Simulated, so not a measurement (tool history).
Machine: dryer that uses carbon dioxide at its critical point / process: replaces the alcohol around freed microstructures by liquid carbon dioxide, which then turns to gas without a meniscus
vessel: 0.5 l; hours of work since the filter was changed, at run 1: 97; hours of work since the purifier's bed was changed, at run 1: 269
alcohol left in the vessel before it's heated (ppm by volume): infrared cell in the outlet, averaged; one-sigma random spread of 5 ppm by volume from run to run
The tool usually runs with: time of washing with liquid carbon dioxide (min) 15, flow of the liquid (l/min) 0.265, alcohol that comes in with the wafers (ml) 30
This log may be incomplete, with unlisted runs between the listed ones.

| run | hour | time of washing with liquid carbon dioxide (min) | flow of the liquid (l/min) | alcohol that comes in with the wafers (ml) | hours of work since the filter was changed | hours of work since the purifier's bed was changed | alcohol left in the vessel before it's heated (ppm by volume) |
|---|---|---|---|---|---|---|---|
| 1 | 0.0 | 15 | 0.265 | 30 | 97 | 269 | 84 |
| 2 | 4.9 | 11 | 0.265 | 30 | 100 | 273 | 331 |
| 3 | 12.1 | 11 | 0.265 | 30 | 106 | 279 | 309 |
| 4 | 22.9 | 11 | 0.265 | 30 | 114 | 287 | 322 |
| 5 | 31.0 | 15 | 0.265 | 30 | 120 | 293 | 102 |
| 6 | 38.0 | 15 | 0.265 | 30 | 126 | 298 | 96 |
| 7 | 49.1 | 15 | 0.319 | 30 | 134 | 307 | 62 |
| 8 | 55.2 | 15 | 0.319 | 30 | 139 | 311 | 74 |
| 9 | 63.0 | 17 | 0.265 | 30 | 145 | 317 | 94 |
| 10 | 71.6 | 15 | 0.265 | 30 | 151 | 324 | 102 |
| 11 | 82.9 | 12 | 0.265 | 30 | 160 | 332 | 247 |
| 12 | 93.2 | 12 | 0.265 | 30 | 167 | 340 | 258 |
| 13 | 101.7 | 15 | 0.265 | 30 | 174 | 346 | 113 |
| 14 | 108.0 | 15 | 0.265 | 30 | 179 | 351 | 120 |
| 15 | 119.7 | 15 | 0.265 | 30 | 187 | 360 | 112 |
| 16 | 127.5 | 15 | 0.265 | 30 | 193 | 366 | 122 |
| 17 | 136.2 | 15 | 0.265 | 30 | 200 | 373 | 116 |
| 18 | 141.5 | 15 | 0.265 | 30 | 204 | 377 | 124 |
| 19 | 149.0 | 15 | 0.288 | 30 | 210 | 382 | 106 |
| 20 | 159.6 | 15 | 0.265 | 22 | 218 | 390 | 104 |
| 21 | 164.4 | 15 | 0.265 | 30 | 221 | 394 | 118 |
| 22 | 175.2 | 21 | 0.265 | 30 | 230 | 402 | 85 |
| 23 | 182.1 | 15 | 0.265 | 102 | 235 | 407 | 247 |
| 24 | 188.1 | 15 | 0.265 | 102 | 239 | 412 | 253 |
| 25 | 196.8 | 15 | 0.265 | 102 | 246 | 418 | 258 |
| 26 | 205.4 | 15 | 0.367 | 55 | 252 | 425 | 87 |
| 27 | 215.5 | 15 | 0.367 | 55 | 260 | 433 | 90 |
| 28 | 226.8 | 15 | 0.166 | 21 | 269 | 441 | 614 |
| 29 | 237.3 | 15 | 0.399 | 20 | 277 | 449 | 94 |
| 30 | 249.2 | 15 | 0.399 | 20 | 286 | 458 | 88 |
| 31 | 259.8 | 15 | 0.249 | 36 | 294 | 466 | 201 |
| 32 | 269.8 | 11 | 0.265 | 88 | 301 | 474 | 1231 |
| 33 | 277.0 | 11 | 0.265 | 88 | 307 | 479 | 1249 |
| 34 | 288.1 | 11 | 0.368 | 31 | 315 | 488 | 158 |
|  | 291.9 | inlet filter changed |
| 35 | 296.3 | 11 | 0.299 | 24 | 3 | 493 | 191 |
| 36 | 308.1 | 15 | 0.428 | 49 | 12 | 502 | 90 |
| 37 | 314.6 | 10 | 0.395 | 81 | 17 | 507 | 175 |
| 38 | 325.2 | 15 | 0.265 | 46 | 25 | 515 | 145 |
| 39 | 330.4 | 16 | 0.355 | 44 | 29 | 519 | 107 |
| 40 | 338.5 | 19 | 0.167 | 77 | 35 | 525 | 462 |
| 41 | 346.5 | 15 | 0.265 | 45 | 41 | 531 | 145 |

Difference, measured minus no-hidden-state, one row per run. Run-to-run variation is common to both terms; the gauge's own scatter need not be:
Hidden state present: flow that reaches the vessel past the clogged filter, %; alcohol in the recycled carbon dioxide, ppm; drift of the gauge itself on alcohol_ppm, %.
| run | alcohol left in the vessel before it's heated (ppm by volume) |
|---|---|
| 1 | +58 |
| 2 | +107 |
| 3 | +109 |
| 4 | +114 |
| 5 | +66 |
| 6 | +67 |
| 7 | +59 |
| 8 | +60 |
| 9 | +64 |
| 10 | +74 |
| 11 | +116 |
| 12 | +123 |
| 13 | +83 |
| 14 | +82 |
| 15 | +85 |
| 16 | +87 |
| 17 | +88 |
| 18 | +90 |
| 19 | +80 |
| 20 | +86 |
| 21 | +97 |
| 22 | +75 |
| 23 | +158 |
| 24 | +161 |
| 25 | +167 |
| 26 | +78 |
| 27 | +82 |
| 28 | +280 |
| 29 | +83 |
| 30 | +85 |
| 31 | +142 |
| 32 | +613 |
| 33 | +629 |
| 34 | +124 |
| 35 | +94 |
| 36 | +89 |
| 37 | +98 |
| 38 | +98 |
| 39 | +96 |
| 40 | +130 |
| 41 | +105 |
